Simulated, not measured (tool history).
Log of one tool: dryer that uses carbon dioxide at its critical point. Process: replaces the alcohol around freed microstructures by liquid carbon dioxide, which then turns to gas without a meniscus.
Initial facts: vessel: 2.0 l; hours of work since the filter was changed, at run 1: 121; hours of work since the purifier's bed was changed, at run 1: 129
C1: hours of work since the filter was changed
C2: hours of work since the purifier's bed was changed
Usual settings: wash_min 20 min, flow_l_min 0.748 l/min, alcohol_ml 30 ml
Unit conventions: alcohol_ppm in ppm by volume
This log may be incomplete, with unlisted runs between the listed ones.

Run 1, hour 0.0: usual settings; C1 121; C2 129. Result: alcohol_ppm 104 ppm by volume.
Run 2, hour 8.0: usual settings; C1 125; C2 133. Result: alcohol_ppm 104 ppm by volume.
Run 3, hour 20.8: usual settings; C1 133; C2 141. Result: alcohol_ppm 88 ppm by volume.
Run 4, hour 34.1: usual settings; C1 140; C2 148. Result: alcohol_ppm 105 ppm by volume.
Run 5, hour 43.5: usual settings; C1 146; C2 154. Result: alcohol_ppm 89 ppm by volume.
Run 6, hour 56.0: usual settings; C1 153; C2 161. Result: alcohol_ppm 98 ppm by volume.
Run 7, hour 68.1: usual settings; C1 160; C2 168. Result: alcohol_ppm 103 ppm by volume.
Run 8, hour 75.9: usual settings; C1 164; C2 172. Result: alcohol_ppm 100 ppm by volume.
Run 9, hour 84.9: usual settings; C1 169; C2 177. Result: alcohol_ppm 104 ppm by volume.
Run 10, hour 93.7: usual settings; C1 175; C2 183. Result: alcohol_ppm 108 ppm by volume.
Run 11, hour 101.2: usual settings; C1 179; C2 187. Result: alcohol_ppm 115 ppm by volume.
Run 12, hour 108.1: usual settings; C1 183; C2 191. Result: alcohol_ppm 114 ppm by volume.
Run 13, hour 120.1: usual settings; C1 190; C2 198. Result: alcohol_ppm 111 ppm by volume.
Run 14, hour 135.8: usual settings but wash_min 24 min; C1 199; C2 207. Result: alcohol_ppm 60 ppm by volume.
Run 15, hour 146.4: usual settings but flow_l_min 0.568 l/min; C1 205; C2 213. Result: alcohol_ppm 314 ppm by volume.
Run 16, hour 153.3: usual settings but wash_min 16 min, flow_l_min 0.467 l/min, alcohol_ml 40 ml; C1 209; C2 217. Result: alcohol_ppm 1473 ppm by volume.
Run 17, hour 162.0: usual settings but wash_min 16 min, flow_l_min 0.704 l/min, alcohol_ml 22 ml; C1 214; C2 222. Result: alcohol_ppm 262 ppm by volume.
Run 18, hour 168.7: usual settings but wash_min 16 min, flow_l_min 0.704 l/min, alcohol_ml 22 ml; C1 218; C2 226. Result: alcohol_ppm 265 ppm by volume.
Run 19, hour 178.6: usual settings but wash_min 14 min, flow_l_min 0.704 l/min, alcohol_ml 84 ml; C1 223; C2 231. Result: alcohol_ppm 1479 ppm by volume.
Run 20, hour 193.2: usual settings but wash_min 14 min, flow_l_min 0.704 l/min, alcohol_ml 84 ml; C1 232; C2 240. Result: alcohol_ppm 1461 ppm by volume.
Run 21, hour 202.6: usual settings but wash_min 14 min, flow_l_min 0.704 l/min, alcohol_ml 84 ml; C1 237; C2 245. Result: alcohol_ppm 1505 ppm by volume.
Run 22, hour 211.2: usual settings but wash_min 14 min, flow_l_min 0.704 l/min, alcohol_ml 84 ml; C1 242; C2 250. Result: alcohol_ppm 1503 ppm by volume.
Run 23, hour 224.4: usual settings but wash_min 19 min, flow_l_min 0.509 l/min, alcohol_ml 45 ml; C1 249; C2 257. Result: alcohol_ppm 834 ppm by volume.
Run 24, hour 231.9: usual settings but wash_min 24 min, flow_l_min 0.946 l/min, alcohol_ml 72 ml; C1 254; C2 262. Result: alcohol_ppm 46 ppm by volume.
Run 25, hour 239.4: usual settings but wash_min 24 min, flow_l_min 0.946 l/min, alcohol_ml 72 ml; C1 258; C2 266. Result: alcohol_ppm 42 ppm by volume.
Run 26, hour 250.1: usual settings but flow_l_min 1.202 l/min, alcohol_ml 25 ml; C1 264; C2 272. Result: alcohol_ppm 34 ppm by volume.
At hour 252.6: inlet filter changed.
Run 27, hour 265.1: usual settings but wash_min 23 min, flow_l_min 0.458 l/min, alcohol_ml 32 ml; C1 7; C2 280. Result: alcohol_ppm 328 ppm by volume.
Run 28, hour 275.0: usual settings but wash_min 18 min, flow_l_min 0.672 l/min, alcohol_ml 22 ml; C1 13; C2 286. Result: alcohol_ppm 160 ppm by volume.
Run 29, hour 284.1: usual settings but wash_min 24 min, flow_l_min 0.637 l/min; C1 18; C2 291. Result: alcohol_ppm 92 ppm by volume.

A few steps of alcohol_ppm between consecutive runs. Split each: what settings, incoming material and random variation would produce without the hidden state, and what is left over for the hidden state, along with gauge scatter present in only one of the two compared results (measured, and without hidden state):
Unlogged tool condition in this case: flow that reaches the vessel past the clogged filter, %; alcohol in the recycled carbon dioxide, ppm; drift of the gauge itself on alcohol_ppm, %.
Run 16 -> 17: flow_l_min 0.467 -> 0.704, alcohol_ml 40 -> 22. alcohol_ppm -1211 ppm by volume: hidden state -226, all else -985.
Run 18 -> 19: wash_min 16 -> 14, alcohol_ml 22 -> 84. alcohol_ppm +1214 ppm by volume: hidden state +323, all else +891.
